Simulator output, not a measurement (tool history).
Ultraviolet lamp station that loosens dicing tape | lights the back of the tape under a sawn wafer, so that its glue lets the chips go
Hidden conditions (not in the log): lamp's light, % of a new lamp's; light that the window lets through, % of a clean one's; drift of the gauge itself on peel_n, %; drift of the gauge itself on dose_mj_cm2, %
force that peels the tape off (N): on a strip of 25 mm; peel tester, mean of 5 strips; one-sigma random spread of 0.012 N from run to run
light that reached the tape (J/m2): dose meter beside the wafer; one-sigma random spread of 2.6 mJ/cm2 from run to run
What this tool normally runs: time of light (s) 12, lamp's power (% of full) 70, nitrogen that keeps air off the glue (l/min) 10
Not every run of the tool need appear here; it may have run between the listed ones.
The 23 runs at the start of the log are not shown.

| run | hour | time of light (s) | lamp's power (% of full) | nitrogen that keeps air off the glue (l/min) | hours of work of the lamp | hours of work since the window was cleaned | force that peels the tape off (N) | light that reached the tape (J/m2) |
|---|---|---|---|---|---|---|---|---|
| 24 | 183.0 | 8 | 60 | 10 | 254 | 205 | 2.022 | 1680 |
| 25 | 192.0 | 8 | 60 | 10 | 259 | 209 | 1.923 | 1680 |
| 26 | 202.8 | 8 | 60 | 10 | 264 | 214 | 1.893 | 1660 |
|  | 204.0 | window cleaned of glue's vapour |
| 27 | 213.5 | 8 | 60 | 10 | 269 | 5 | 2.005 | 1630 |
| 28 | 218.8 | 8 | 60 | 10 | 271 | 7 | 2.055 | 1600 |
| 29 | 229.6 | 18 | 85 | 17 | 276 | 12 | 0.194 | 5250 |
| 30 | 234.3 | 12 | 77 | 17 | 279 | 14 | 0.354 | 3130 |
|  | 242.5 | window cleaned of glue's vapour, once more |
| 31 | 244.1 | 12 | 76 | 19 | 283 | 1 | 0.313 | 3270 |
| 32 | 249.7 | 17 | 76 | 19 | 286 | 3 | 0.209 | 4580 |
| 33 | 259.8 | 17 | 76 | 19 | 291 | 8 | 0.206 | 4630 |
| 34 | 271.0 | 17 | 76 | 19 | 296 | 14 | 0.194 | 4640 |
| 35 | 277.6 | 19 | 74 | 15 | 299 | 17 | 0.211 | 4940 |
| 36 | 282.5 | 19 | 74 | 15 | 301 | 19 | 0.214 | 5020 |
| 37 | 288.6 | 22 | 85 | 7 | 304 | 22 | 0.213 | 6670 |
| 38 | 295.9 | 22 | 85 | 7 | 308 | 25 | 0.215 | 6640 |
| 39 | 300.6 | 16 | 85 | 7 | 310 | 28 | 0.327 | 4860 |
| 40 | 307.9 | 16 | 85 | 7 | 313 | 31 | 0.317 | 4860 |
| 41 | 316.8 | 11 | 92 | 18 | 318 | 35 | 0.275 | 3570 |
| 42 | 322.0 | 22 | 86 | 3 | 320 | 38 | 0.352 | 6760 |
| 43 | 328.6 | 13 | 86 | 6 | 323 | 41 | 0.554 | 3970 |

4 ways to go on from here, each from the tool as it stands after run 43. What would each give?
| A | 334.1 | 10 | 69 | 6 | 326 | 44 | ? | ? |
| B | 334.1 | 13 | 86 | 3 | 326 | 44 | ? | ? |
| C | 334.1 | 22 | 79 | 6 | 326 | 44 | ? | ? |
| D | 334.1 | 13 | 86 | 9 | 326 | 44 | ? | ? |

| run | force that peels the tape off (N) | light that reached the tape (J/m2) |
|---|---|---|
| A | 1.473 | 2410 |
| B | 1.042 | 3980 |
| C | 0.243 | 6150 |
| D | 0.367 | 3960 |
Take away the tool's hidden state, keep each run's random variation, and the runs would have read:
| run | force that peels the tape off (N) | light that reached the tape (J/m2) |
|---|---|---|
| A | 1.307 | 2570 |
| B | 0.912 | 4240 |
| C | 0.227 | 6550 |
| D | 0.324 | 4230 |
